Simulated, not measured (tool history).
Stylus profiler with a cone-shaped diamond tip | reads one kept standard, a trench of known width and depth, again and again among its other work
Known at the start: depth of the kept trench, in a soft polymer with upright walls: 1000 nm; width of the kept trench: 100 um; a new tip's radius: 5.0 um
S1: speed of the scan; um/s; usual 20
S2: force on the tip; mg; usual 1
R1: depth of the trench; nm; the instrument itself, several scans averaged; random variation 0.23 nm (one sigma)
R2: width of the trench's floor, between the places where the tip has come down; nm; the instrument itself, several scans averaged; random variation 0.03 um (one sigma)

run 1 hour=0 | S1=20 S2=1 | R1=1012.93 R2=93250
run 2 hour=49 | S1=20 S2=1 | R1=1013.11 R2=93230
run 3 hour=115.8 | S1=20 S2=1 | R1=1012.89 R2=93250
run 4 hour=185.8 | S1=9 S2=1 | R1=1013.64 R2=93240
run 5 hour=243.8 | S1=20 S2=1 | R1=1013.53 R2=93130
run 6 hour=297.3 | S1=20 S2=0.47 | R1=1009.95 R2=93100
run 7 hour=351.1 | S1=47 S2=0.47 | R1=1010.1 R2=92850
run 8 hour=418.1 | S1=20 S2=1 | R1=1014.31 R2=93140
run 9 hour=488.4 | S1=20 S2=1.27 | R1=1015.36 R2=93080
run 10 hour=549.1 | S1=23 S2=1 | R1=1014.39 R2=93060
run 11 hour=602.9 | S1=23 S2=1 | R1=1014.05 R2=93020
run 12 hour=677 | S1=23 S2=1 | R1=1014.37 R2=93040
run 13 hour=742.8 | S1=20 S2=1 | R1=1014.37 R2=93030
run 14 hour=805.4 | S1=20 S2=1 | R1=1014.76 R2=93010
run 15 hour=841.5 | S1=8 S2=1 | R1=1015.07 R2=92990
run 16 hour=915.9 | S1=8 S2=1 | R1=1014.7 R2=92910
run 17 hour=987.8 | S1=16 S2=1.01 | R1=1015.05 R2=92900
run 18 hour=1028.6 | S1=5 S2=0.39 | R1=1011.33 R2=92950
run 19 hour=1082.2 | S1=64 S2=0.39 | R1=1010.98 R2=92340
run 20 hour=1151.7 | S1=64 S2=0.39 | R1=1011.27 R2=92350
run 21 hour=1230.5 | S1=64 S2=0.39 | R1=1011.36 R2=92350
run 22 hour=1263.7 | S1=64 S2=0.39 | R1=1011.64 R2=92360
run 23 hour=1345.4 | S1=64 S2=0.39 | R1=1011.67 R2=92260
run 24 hour=1426.6 | S1=38 S2=1 | R1=1015.98 R2=92610
run 25 hour=1463.8 | S1=36 S2=1 | R1=1016.41 R2=92650
run 26 hour=1505.4 | S1=36 S2=1 | R1=1016.71 R2=92640
run 27 hour=1582.9 | S1=7 S2=2.02 | R1=1022.15 R2=92780
run 28 hour=1648.1 | S1=5 S2=1.67 | R1=1020.67 R2=92720
run 29 hour=1699.7 | S1=6 S2=2.93 | R1=1027.2 R2=92760

3 ways to go on from here, each from the tool as it stands after run 29. What would each give?
run A hour=1767.2 | S1=6 S2=0.81 | R1=? R2=?
run B hour=1767.2 | S1=76 S2=1.47 | R1=? R2=?
run C hour=1767.2 | S1=20 S2=0.38 | R1=? R2=?

run=A R1=1016.04 R2=92670
run=B R1=1019.93 R2=92370
run=C R1=1012.65 R2=92590
Without the tool's hidden state the same runs would have given:
run=A R1=1008.55 R2=93920
run=B R1=1012.41 R2=93630
run=C R1=1005.19 R2=93850
